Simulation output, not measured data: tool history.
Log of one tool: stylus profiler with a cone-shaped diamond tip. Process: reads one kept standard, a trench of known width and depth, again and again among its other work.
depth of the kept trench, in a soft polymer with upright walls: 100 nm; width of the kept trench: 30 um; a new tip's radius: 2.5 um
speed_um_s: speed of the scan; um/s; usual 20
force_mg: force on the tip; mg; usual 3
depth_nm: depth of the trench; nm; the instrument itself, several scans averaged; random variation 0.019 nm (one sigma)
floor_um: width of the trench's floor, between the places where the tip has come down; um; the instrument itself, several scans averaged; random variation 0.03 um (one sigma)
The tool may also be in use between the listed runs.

run 1 hour=0 | speed_um_s=20 force_mg=3 | depth_nm=101.81 floor_um=28.42
run 2 hour=42.2 | speed_um_s=20 force_mg=3 | depth_nm=101.81 floor_um=28.36
run 3 hour=84.3 | speed_um_s=20 force_mg=3 | depth_nm=101.84 floor_um=28.35
run 4 hour=114.7 | speed_um_s=20 force_mg=3 | depth_nm=101.85 floor_um=28.39
-- hour=154.7 height scale calibrated on a step standard
run 5 hour=176.8 | speed_um_s=20 force_mg=3 | depth_nm=101.61 floor_um=28.34
run 6 hour=228.9 | speed_um_s=20 force_mg=3 | depth_nm=101.63 floor_um=28.38
run 7 hour=274.8 | speed_um_s=20 force_mg=3 | depth_nm=101.69 floor_um=28.39
run 8 hour=334.6 | speed_um_s=20 force_mg=3 | depth_nm=101.68 floor_um=28.37
run 9 hour=369.4 | speed_um_s=12 force_mg=3 | depth_nm=101.63 floor_um=28.38
run 10 hour=397.2 | speed_um_s=5 force_mg=3 | depth_nm=101.62 floor_um=28.4
run 11 hour=439.7 | speed_um_s=5 force_mg=3 | depth_nm=101.66 floor_um=28.44
run 12 hour=490.7 | speed_um_s=5 force_mg=3 | depth_nm=101.69 floor_um=28.42
run 13 hour=555.5 | speed_um_s=5 force_mg=3 | depth_nm=101.68 floor_um=28.39
run 14 hour=619.5 | speed_um_s=5 force_mg=3 | depth_nm=101.67 floor_um=28.44
run 15 hour=662.7 | speed_um_s=5 force_mg=3 | depth_nm=101.69 floor_um=28.41
run 16 hour=711 | speed_um_s=47 force_mg=1.08 | depth_nm=100.87 floor_um=28.13
run 17 hour=753.4 | speed_um_s=35 force_mg=1.33 | depth_nm=101.03 floor_um=28.16
run 18 hour=816.5 | speed_um_s=23 force_mg=2.53 | depth_nm=101.52 floor_um=28.3
run 19 hour=852.8 | speed_um_s=17 force_mg=6.49 | depth_nm=102.82 floor_um=28.4
run 20 hour=916 | speed_um_s=17 force_mg=6.49 | depth_nm=102.81 floor_um=28.34
run 21 hour=951.2 | speed_um_s=70 force_mg=6.52 | depth_nm=102.85 floor_um=28.15
run 22 hour=999.7 | speed_um_s=23 force_mg=1.3 | depth_nm=101 floor_um=28.18
run 23 hour=1031.9 | speed_um_s=26 force_mg=4.4 | depth_nm=102.18 floor_um=28.29
run 24 hour=1072.1 | speed_um_s=26 force_mg=4.55 | depth_nm=102.25 floor_um=28.27
run 25 hour=1132.1 | speed_um_s=42 force_mg=1.08 | depth_nm=100.92 floor_um=28.14

Hidden state or all else? Some run-to-run changes of depth_nm, split into what the settings, what came in and random variation would give without the hidden state, and what is left for the hidden state (with any gauge scatter that isn't in both results):
The hidden state here: radius of the tip, um; height scale over the true one, %; drift of the gauge itself on depth_nm, %; drift of the gauge itself on floor_um, %.
Run 2 -> 3: no setting changed, nothing entered. depth_nm +0.03 nm: hidden state +0.01, all else +0.02.
Run 4 -> 5: height scale calibrated on a step standard. depth_nm -0.24 nm: hidden state -0.18, all else -0.06.
Run 21 -> 22: speed_um_s 70 -> 23, force_mg 6.52 -> 1.3. depth_nm -1.85 nm: hidden state +0, all else -1.85.
Run 24 -> 25: speed_um_s 26 -> 42, force_mg 4.55 -> 1.08. depth_nm -1.33 nm: hidden state +0, all else -1.33.

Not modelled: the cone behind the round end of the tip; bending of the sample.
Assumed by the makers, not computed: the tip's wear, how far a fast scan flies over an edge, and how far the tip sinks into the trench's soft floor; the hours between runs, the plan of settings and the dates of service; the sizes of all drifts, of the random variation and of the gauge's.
